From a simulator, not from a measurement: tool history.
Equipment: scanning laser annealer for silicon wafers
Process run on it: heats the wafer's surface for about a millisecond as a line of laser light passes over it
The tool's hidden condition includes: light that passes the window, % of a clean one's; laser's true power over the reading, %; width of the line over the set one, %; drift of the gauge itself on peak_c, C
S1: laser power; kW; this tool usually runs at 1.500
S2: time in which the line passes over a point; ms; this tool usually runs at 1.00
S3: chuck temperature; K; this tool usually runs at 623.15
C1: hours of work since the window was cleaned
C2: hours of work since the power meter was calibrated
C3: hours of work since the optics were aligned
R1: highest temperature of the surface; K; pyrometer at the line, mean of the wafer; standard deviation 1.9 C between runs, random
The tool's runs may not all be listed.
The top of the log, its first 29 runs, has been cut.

run 30 hour=256.6 | S1=1.500 S2=1.00 S3=642.15 | C1=11 C2=352 C3=873 | R1=1414.15
run 31 hour=268.1 | S1=1.501 S2=1.17 S3=640.15 | C1=16 C2=357 C3=878 | R1=1468.15
run 32 hour=276.3 | S1=1.469 S2=1.17 S3=588.15 | C1=20 C2=361 C3=882 | R1=1394.15
-- hour=282.1 window over the wafer cleaned, once more
run 33 hour=285.4 | S1=1.541 S2=1.00 S3=623.15 | C1=2 C2=364 C3=885 | R1=1456.15
run 34 hour=296.8 | S1=1.500 S2=1.05 S3=623.15 | C1=7 C2=369 C3=890 | R1=1447.15
run 35 hour=305.7 | S1=1.500 S2=1.00 S3=618.15 | C1=11 C2=373 C3=894 | R1=1421.15
run 36 hour=314.8 | S1=1.500 S2=1.00 S3=618.15 | C1=15 C2=378 C3=898 | R1=1424.15
run 37 hour=321.5 | S1=1.500 S2=1.00 S3=600.15 | C1=18 C2=381 C3=902 | R1=1402.15
run 38 hour=332.7 | S1=1.500 S2=1.00 S3=600.15 | C1=23 C2=386 C3=907 | R1=1404.15
run 39 hour=340.5 | S1=1.454 S2=1.00 S3=623.15 | C1=27 C2=389 C3=910 | R1=1394.15
run 40 hour=347.3 | S1=1.465 S2=1.00 S3=623.15 | C1=30 C2=392 C3=913 | R1=1400.15
run 41 hour=360.1 | S1=1.465 S2=1.01 S3=625.15 | C1=36 C2=398 C3=919 | R1=1407.15
run 42 hour=371.7 | S1=1.500 S2=0.76 S3=660.15 | C1=41 C2=404 C3=925 | R1=1366.15

Here are 3 independent what-if runs from the current tool condition. What would each one return?
run A hour=379.5 | S1=1.424 S2=1.00 S3=623.15 | C1=45 C2=407 C3=928 | R1=?
run B hour=379.5 | S1=1.515 S2=1.00 S3=589.15 | C1=45 C2=407 C3=928 | R1=?
run C hour=379.5 | S1=1.500 S2=0.80 S3=636.15 | C1=45 C2=407 C3=928 | R1=?

run=A R1=1370.15
run=B R1=1399.15
run=C R1=1356.15
Without the tool's unlogged condition, the same runs would have read:
run=A R1=1390.15
run=B R1=1420.15
run=C R1=1375.15
